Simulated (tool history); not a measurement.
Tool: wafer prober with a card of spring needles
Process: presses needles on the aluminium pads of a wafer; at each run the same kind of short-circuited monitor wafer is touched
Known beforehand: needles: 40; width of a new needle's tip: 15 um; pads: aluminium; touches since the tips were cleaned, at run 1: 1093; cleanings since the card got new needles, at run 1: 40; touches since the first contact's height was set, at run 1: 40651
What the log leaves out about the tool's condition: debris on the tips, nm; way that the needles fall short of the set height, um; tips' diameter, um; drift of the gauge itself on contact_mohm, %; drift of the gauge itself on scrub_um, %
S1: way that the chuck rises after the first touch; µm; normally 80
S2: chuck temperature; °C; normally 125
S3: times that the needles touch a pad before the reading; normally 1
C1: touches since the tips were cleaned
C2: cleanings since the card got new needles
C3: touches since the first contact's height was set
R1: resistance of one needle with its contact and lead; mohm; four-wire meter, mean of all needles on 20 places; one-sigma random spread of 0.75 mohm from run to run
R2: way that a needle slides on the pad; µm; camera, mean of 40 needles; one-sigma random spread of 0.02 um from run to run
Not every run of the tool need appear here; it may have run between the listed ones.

run,hour,S1,S2,S3,C1,C2,C3,R1,R2
1,0,80,125,1,1093,40,40651,221.3,10.21
# hour 2.9: tips cleaned on abrasive film
# hour 7.2: tips cleaned on abrasive film
# hour 11.9: tips cleaned on abrasive film
2,11.9,80,125,2,0,43,46979,217.8,10.15
# hour 16: tips cleaned on abrasive film
3,19.4,80,125,2,1871,44,51043,221.8,10.16
# hour 20.5: tips cleaned on abrasive film
# hour 25.4: tips cleaned on abrasive film
4,28.1,71,125,2,1447,46,55653,225.4,8.97
# hour 29.8: tips cleaned on abrasive film
# hour 34.4: tips cleaned on abrasive film
# hour 38.1: height of the first contact set anew
# hour 39.2: tips cleaned on abrasive film
5,39.5,80,125,1,147,49,682,219.6,10.4
# hour 43.7: tips cleaned on abrasive film
# hour 48.7: tips cleaned on abrasive film
6,51.9,80,125,1,1742,51,7327,223,10.35
# hour 52.9: tips cleaned on abrasive film
# hour 57.2: tips cleaned on abrasive film
7,60.4,80,125,1,1747,53,11871,223.1,10.38
# hour 62: tips cleaned on abrasive film
# hour 66.6: tips cleaned on abrasive film
8,67.4,80,125,1,416,55,15571,218.5,10.3
# hour 70.9: tips cleaned on abrasive film
# hour 75.7: tips cleaned on abrasive film
9,76.3,80,125,1,321,57,20328,217.9,10.29
# hour 80.5: tips cleaned on abrasive film
10,82.2,80,125,3,941,58,23491,220.8,10.27
# hour 85.2: tips cleaned on abrasive film
# hour 89.6: tips cleaned on abrasive film
11,92.2,80,125,3,1420,60,28851,219.3,10.26
# hour 93.9: tips cleaned on abrasive film
# hour 98.8: tips cleaned on abrasive film
12,102.2,80,125,3,1837,62,34195,222.3,10.24
# hour 103.3: tips cleaned on abrasive film
# hour 107.6: tips cleaned on abrasive film
# hour 112.1: tips cleaned on abrasive film
13,113,80,125,3,492,65,39928,219.7,10.21
# hour 116.6: tips cleaned on abrasive film
# hour 121.2: tips cleaned on abrasive film
14,124.7,80,125,3,1915,67,46227,221.1,10.17
# hour 125.8: tips cleaned on abrasive film
# hour 130.1: tips cleaned on abrasive film
# hour 134.8: tips cleaned on abrasive film
15,137.7,80,41,3,1549,70,53122,202.5,10.12
# hour 139.3: tips cleaned on abrasive film
# hour 144.1: tips cleaned on abrasive film
# hour 148.6: tips cleaned on abrasive film
16,150,75,41,3,783,73,59685,202.2,9.43
# hour 152.1: height of the first contact set anew
# hour 153.7: tips cleaned on abrasive film
# hour 158.4: tips cleaned on abrasive film
17,160.8,77,88,3,1287,75,4641,212,10.03
# hour 162.8: tips cleaned on abrasive film
# hour 167.2: tips cleaned on abrasive film
18,170.6,76,48,1,1858,77,9893,209.8,9.83
# hour 171.5: tips cleaned on abrasive film
# hour 175.7: tips cleaned on abrasive film
# hour 180: tips cleaned on abrasive film
19,183,70,78,3,1679,80,16512,213.1,9.03
# hour 184.1: tips cleaned on abrasive film
# hour 188.5: tips cleaned on abrasive film
# hour 192.7: tips cleaned on abrasive film
20,192.7,86,28,3,0,83,21615,196.3,11.12
# hour 197: tips cleaned on abrasive film
# hour 201.1: tips cleaned on abrasive film
21,201.1,87,72,3,0,85,26093,208,11.18
# hour 205.2: tips cleaned on abrasive film
# hour 210.2: tips cleaned on abrasive film
22,211.3,80,38,2,623,87,31567,202.4,10.23
# hour 215.1: tips cleaned on abrasive film
# hour 219.7: tips cleaned on abrasive film
# hour 224: tips cleaned on abrasive film
23,224,80,122,1,18,90,38317,218.7,10.21
# hour 228.1: tips cleaned on abrasive film
# hour 232.5: tips cleaned on abrasive film
24,233.6,60,100,1,583,92,43440,223.2,7.57
# hour 236.6: tips cleaned on abrasive film
# hour 240.7: tips cleaned on abrasive film
25,240.7,87,28,3,0,94,47201,197.2,11.07
# hour 245.2: tips cleaned on abrasive film
26,246.6,80,83,1,790,95,50399,213.7,10.12
# hour 249.3: tips cleaned on abrasive film
# hour 254: tips cleaned on abrasive film
27,257.4,74,83,3,1837,97,56161,213.2,9.37
# hour 258.5: tips cleaned on abrasive film
# hour 262.8: tips cleaned on abrasive film
# hour 266.3: height of the first contact set anew
# hour 268: tips cleaned on abrasive film
28,269.9,74,83,3,1038,100,1932,212.5,9.6
# hour 272.6: tips cleaned on abrasive film
# hour 276.9: tips cleaned on abrasive film
# hour 281.6: tips cleaned on abrasive film
29,282.1,92,125,3,256,103,8398,218.5,11.93

Branching from run 29: 5 alternative next runs. What would each branch give?
# hour 286.4: tips cleaned on abrasive film
A,288.8,80,94,2,1296,104,11989,?,?
# hour 286.4: tips cleaned on abrasive film
B,288.8,84,125,1,1296,104,11989,?,?
# hour 286.4: tips cleaned on abrasive film
C,288.8,92,28,3,1296,104,11989,?,?
# hour 286.4: tips cleaned on abrasive film
D,288.8,80,103,1,1296,104,11989,?,?
# hour 286.4: tips cleaned on abrasive film
E,288.8,69,77,2,1296,104,11989,?,?

run,R1,R2
A,215.1,10.36
B,223,10.85
C,198.5,11.94
D,220.5,10.35
E,214.1,8.94
Without the tool's unlogged condition, the same runs would have read:
run,R1,R2
A,209.8,10.44
B,216.8,10.92
C,195.6,12.02
D,212.9,10.43
E,206.8,9.01
